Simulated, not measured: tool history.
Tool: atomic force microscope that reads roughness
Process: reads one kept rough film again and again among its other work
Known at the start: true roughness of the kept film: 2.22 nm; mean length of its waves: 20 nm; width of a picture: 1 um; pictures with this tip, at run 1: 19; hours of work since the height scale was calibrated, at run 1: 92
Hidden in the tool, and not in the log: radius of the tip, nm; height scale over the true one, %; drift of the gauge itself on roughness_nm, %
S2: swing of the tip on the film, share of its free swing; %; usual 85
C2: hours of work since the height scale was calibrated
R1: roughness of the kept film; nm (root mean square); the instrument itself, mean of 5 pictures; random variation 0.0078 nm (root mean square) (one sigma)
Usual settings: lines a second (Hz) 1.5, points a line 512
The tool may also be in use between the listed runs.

run 1 hour=0 | lines_a_second_(Hz)=1.5 S2=85 points_a_line=512 | pictures_with_this_tip=19 C2=92 | R1=1.583
run 2 hour=11.1 | lines_a_second_(Hz)=1.5 S2=85 points_a_line=512 | pictures_with_this_tip=45 C2=99 | R1=1.508
run 3 hour=18.8 | lines_a_second_(Hz)=1.5 S2=85 points_a_line=750 | pictures_with_this_tip=63 C2=104 | R1=1.478
run 4 hour=26.3 | lines_a_second_(Hz)=1.5 S2=85 points_a_line=677 | pictures_with_this_tip=80 C2=109 | R1=1.447
run 5 hour=36.6 | lines_a_second_(Hz)=1.5 S2=85 points_a_line=677 | pictures_with_this_tip=104 C2=116 | R1=1.373
run 6 hour=44.2 | lines_a_second_(Hz)=0.71 S2=85 points_a_line=677 | pictures_with_this_tip=122 C2=121 | R1=1.465
run 7 hour=54.4 | lines_a_second_(Hz)=1.5 S2=83 points_a_line=512 | pictures_with_this_tip=146 C2=128 | R1=1.299
-- hour=59.2 new tip fitted
run 8 hour=61.1 | lines_a_second_(Hz)=0.56 S2=85 points_a_line=512 | pictures_with_this_tip=4 C2=132 | R1=1.831
run 9 hour=66.6 | lines_a_second_(Hz)=0.56 S2=85 points_a_line=512 | pictures_with_this_tip=17 C2=136 | R1=1.774
run 10 hour=74.2 | lines_a_second_(Hz)=0.56 S2=85 points_a_line=512 | pictures_with_this_tip=34 C2=141 | R1=1.732
run 11 hour=85.9 | lines_a_second_(Hz)=1.5 S2=85 points_a_line=566 | pictures_with_this_tip=61 C2=149 | R1=1.477
run 12 hour=91.7 | lines_a_second_(Hz)=1.5 S2=85 points_a_line=512 | pictures_with_this_tip=75 C2=153 | R1=1.456
run 13 hour=98.6 | lines_a_second_(Hz)=1.5 S2=85 points_a_line=512 | pictures_with_this_tip=91 C2=158 | R1=1.405
run 14 hour=104.9 | lines_a_second_(Hz)=1.5 S2=85 points_a_line=512 | pictures_with_this_tip=106 C2=162 | R1=1.38
run 15 hour=116.9 | lines_a_second_(Hz)=1.5 S2=70 points_a_line=512 | pictures_with_this_tip=133 C2=170 | R1=1.451
-- hour=127.1 new tip fitted
run 16 hour=130.6 | lines_a_second_(Hz)=1.5 S2=85 points_a_line=336 | pictures_with_this_tip=8 C2=179 | R1=1.625
run 17 hour=142.3 | lines_a_second_(Hz)=1.5 S2=85 points_a_line=512 | pictures_with_this_tip=35 C2=186 | R1=1.573
run 18 hour=155.4 | lines_a_second_(Hz)=1.5 S2=78 points_a_line=512 | pictures_with_this_tip=66 C2=195 | R1=1.552
run 19 hour=165.1 | lines_a_second_(Hz)=1.5 S2=85 points_a_line=512 | pictures_with_this_tip=88 C2=202 | R1=1.424
run 20 hour=174.6 | lines_a_second_(Hz)=2.92 S2=85 points_a_line=512 | pictures_with_this_tip=110 C2=208 | R1=1.2
run 21 hour=186.4 | lines_a_second_(Hz)=1.5 S2=73 points_a_line=512 | pictures_with_this_tip=138 C2=216 | R1=1.416
run 22 hour=193.1 | lines_a_second_(Hz)=0.88 S2=85 points_a_line=512 | pictures_with_this_tip=153 C2=221 | R1=1.354
-- hour=195.5 new tip fitted
run 23 hour=202.9 | lines_a_second_(Hz)=0.88 S2=85 points_a_line=512 | pictures_with_this_tip=17 C2=227 | R1=1.724
run 24 hour=208.3 | lines_a_second_(Hz)=2.82 S2=88 points_a_line=768 | pictures_with_this_tip=29 C2=231 | R1=1.341
run 25 hour=219.1 | lines_a_second_(Hz)=2.82 S2=88 points_a_line=768 | pictures_with_this_tip=54 C2=238 | R1=1.263
run 26 hour=226.8 | lines_a_second_(Hz)=0.86 S2=61 points_a_line=484 | pictures_with_this_tip=72 C2=243 | R1=1.683
run 27 hour=232.6 | lines_a_second_(Hz)=2.4 S2=89 points_a_line=338 | pictures_with_this_tip=86 C2=247 | R1=1.228
run 28 hour=242 | lines_a_second_(Hz)=0.69 S2=72 points_a_line=959 | pictures_with_this_tip=108 C2=253 | R1=1.574
run 29 hour=250.5 | lines_a_second_(Hz)=0.69 S2=72 points_a_line=959 | pictures_with_this_tip=127 C2=259 | R1=1.522
run 30 hour=261 | lines_a_second_(Hz)=1.5 S2=87 points_a_line=800 | pictures_with_this_tip=152 C2=266 | R1=1.27
-- hour=263.6 new tip fitted
run 31 hour=271.8 | lines_a_second_(Hz)=1.5 S2=87 points_a_line=800 | pictures_with_this_tip=19 C2=273 | R1=1.586
run 32 hour=277.4 | lines_a_second_(Hz)=1.5 S2=87 points_a_line=800 | pictures_with_this_tip=32 C2=277 | R1=1.534
run 33 hour=289.9 | lines_a_second_(Hz)=0.74 S2=87 points_a_line=384 | pictures_with_this_tip=61 C2=285 | R1=1.587
run 34 hour=301.4 | lines_a_second_(Hz)=0.6 S2=58 points_a_line=985 | pictures_with_this_tip=87 C2=293 | R1=1.668
run 35 hour=309.5 | lines_a_second_(Hz)=0.71 S2=58 points_a_line=793 | pictures_with_this_tip=106 C2=298 | R1=1.617
run 36 hour=322.1 | lines_a_second_(Hz)=1.88 S2=56 points_a_line=307 | pictures_with_this_tip=135 C2=307 | R1=1.475
-- hour=331.3 new tip fitted
run 37 hour=334.1 | lines_a_second_(Hz)=1.88 S2=56 points_a_line=307 | pictures_with_this_tip=6 C2=314 | R1=1.843
run 38 hour=343 | lines_a_second_(Hz)=1.88 S2=56 points_a_line=307 | pictures_with_this_tip=27 C2=320 | R1=1.772
run 39 hour=350.1 | lines_a_second_(Hz)=1.88 S2=56 points_a_line=307 | pictures_with_this_tip=43 C2=325 | R1=1.723
run 40 hour=361 | lines_a_second_(Hz)=0.67 S2=59 points_a_line=615 | pictures_with_this_tip=69 C2=332 | R1=1.724
run 41 hour=366.4 | lines_a_second_(Hz)=0.67 S2=59 points_a_line=615 | pictures_with_this_tip=81 C2=336 | R1=1.678
run 42 hour=372 | lines_a_second_(Hz)=2.96 S2=81 points_a_line=536 | pictures_with_this_tip=94 C2=340 | R1=1.273
run 43 hour=378.7 | lines_a_second_(Hz)=1.5 S2=58 points_a_line=460 | pictures_with_this_tip=110 C2=344 | R1=1.563
run 44 hour=389.2 | lines_a_second_(Hz)=1.5 S2=58 points_a_line=460 | pictures_with_this_tip=134 C2=351 | R1=1.503

Some steps in R1 between neighbouring runs. How much of each would the tool show without its hidden state too (settings, what came in, random variation), and how much is left for the hidden state, with any gauge scatter that isn't in both results?
Run 7 -> 8: lines a second (Hz) 1.5 -> 0.56, S2 83 -> 85, new tip fitted. R1 +0.532 nm (root mean square): hidden state +0.372, all else +0.16.
Run 22 -> 23: new tip fitted. R1 +0.37 nm (root mean square): hidden state +0.359, all else +0.011.
Run 25 -> 26: lines a second (Hz) 2.82 -> 0.86, S2 88 -> 61, points a line 768 -> 484. R1 +0.42 nm (root mean square): hidden state -0.104, all else +0.524.
Run 26 -> 27: lines a second (Hz) 0.86 -> 2.4, S2 61 -> 89, points a line 484 -> 338. R1 -0.455 nm (root mean square): hidden state +0.031, all else -0.486.
Run 36 -> 37: new tip fitted. R1 +0.368 nm (root mean square): hidden state +0.378, all else -0.01.

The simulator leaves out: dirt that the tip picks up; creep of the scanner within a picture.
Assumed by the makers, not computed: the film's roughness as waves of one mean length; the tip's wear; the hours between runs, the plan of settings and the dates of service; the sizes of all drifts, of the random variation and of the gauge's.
